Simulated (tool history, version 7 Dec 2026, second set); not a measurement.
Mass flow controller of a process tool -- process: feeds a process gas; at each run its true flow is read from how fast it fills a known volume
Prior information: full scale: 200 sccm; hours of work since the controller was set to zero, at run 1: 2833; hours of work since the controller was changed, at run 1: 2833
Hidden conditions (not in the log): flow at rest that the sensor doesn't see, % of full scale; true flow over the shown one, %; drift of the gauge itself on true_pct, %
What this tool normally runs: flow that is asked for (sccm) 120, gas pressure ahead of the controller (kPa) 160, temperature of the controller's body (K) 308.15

run,day,flow that is asked for (sccm),gas pressure ahead of the controller (kPa),temperature of the controller's body (K),hours of work since the controller was set to zero,hours of work since the controller was changed,true flow (%)
1,0.000,120,160,308.15,2833,2833,99.49
2,10.325,120,160,308.15,3022,3022,99.34
3,17.671,120,160,308.15,3156,3156,99.50
4,27.117,120,160,308.15,3329,3329,99.40
5,36.025,120,160,308.15,3492,3492,99.39
6,46.346,120,160,308.15,3681,3681,99.35
7,59.046,120,160,308.15,3914,3914,99.25
8,73.221,120,160,308.15,4174,4174,99.35
9,84.929,120,160,308.15,4388,4388,99.24
10,97.821,120,160,308.15,4624,4624,99.22
11,107.179,120,160,294.15,4795,4795,98.66
12,115.200,120,160,308.15,4942,4942,99.13
13,129.479,120,160,308.15,5204,5204,99.10
14,144.446,120,160,308.15,5478,5478,99.20
15,156.633,120,160,308.15,5701,5701,99.01
# day 163.321: controller's zero set anew
16,170.412,120,160,308.15,130,5953,99.05
# day 186.721: controller exchanged for a calibrated one
17,187.879,120,160,308.15,21,21,99.06
18,197.983,120,160,308.15,206,206,98.93
19,205.871,120,160,308.15,351,351,98.95
20,223.221,120,160,308.15,668,668,98.92
21,236.271,120,160,308.15,907,907,98.85
22,253.712,120,160,308.15,1227,1227,98.81
23,263.854,32,158,309.15,1413,1413,97.94
24,271.300,35,164,308.15,1549,1549,98.04
25,286.300,35,164,308.15,1824,1824,98.06
26,296.446,73,243,294.15,2009,2009,98.05
27,308.546,73,245,294.15,2231,2231,97.97
28,316.871,120,142,303.15,2383,2383,98.41
29,327.433,120,142,303.15,2577,2577,98.43
30,341.658,36,218,308.15,2837,2837,98.06
31,358.483,25,232,308.15,3145,3145,97.92
# day 375.938: gauge calibrated
32,376.296,120,179,313.15,3472,3472,99.63
33,393.904,26,152,297.15,3794,3794,98.13
34,401.442,69,160,308.15,3932,3932,98.90
35,414.050,44,160,308.15,4163,4163,98.84
36,423.638,44,160,308.15,4339,4339,98.75
37,436.446,59,140,308.15,4573,4573,98.64
38,446.146,180,211,297.15,4751,4751,99.57
39,457.154,51,255,308.15,4952,4952,99.06
40,474.850,52,194,297.15,5276,5276,98.24
41,490.879,152,148,302.15,5570,5570,99.27
42,501.196,42,250,308.15,5759,5759,98.63
# day 504.675: controller's zero set anew
43,510.642,120,182,311.15,109,5931,99.13

Consider 4 possible next runs. They are alternatives, not a sequence: every one starts from the tool as it was left by run 43. What does each give?
A,520.825,125,211,301.15,296,6118,?
B,520.825,44,144,303.15,296,6118,?
C,520.825,120,205,311.15,296,6118,?
D,520.825,120,187,312.15,296,6118,?

run,true flow (%)
A,99.07
B,98.14
C,99.25
D,99.45
With the hidden condition removed and each run's random variation left untouched, the same runs would have given:
run,true flow (%)
A,99.47
B,98.55
C,99.66
D,99.85
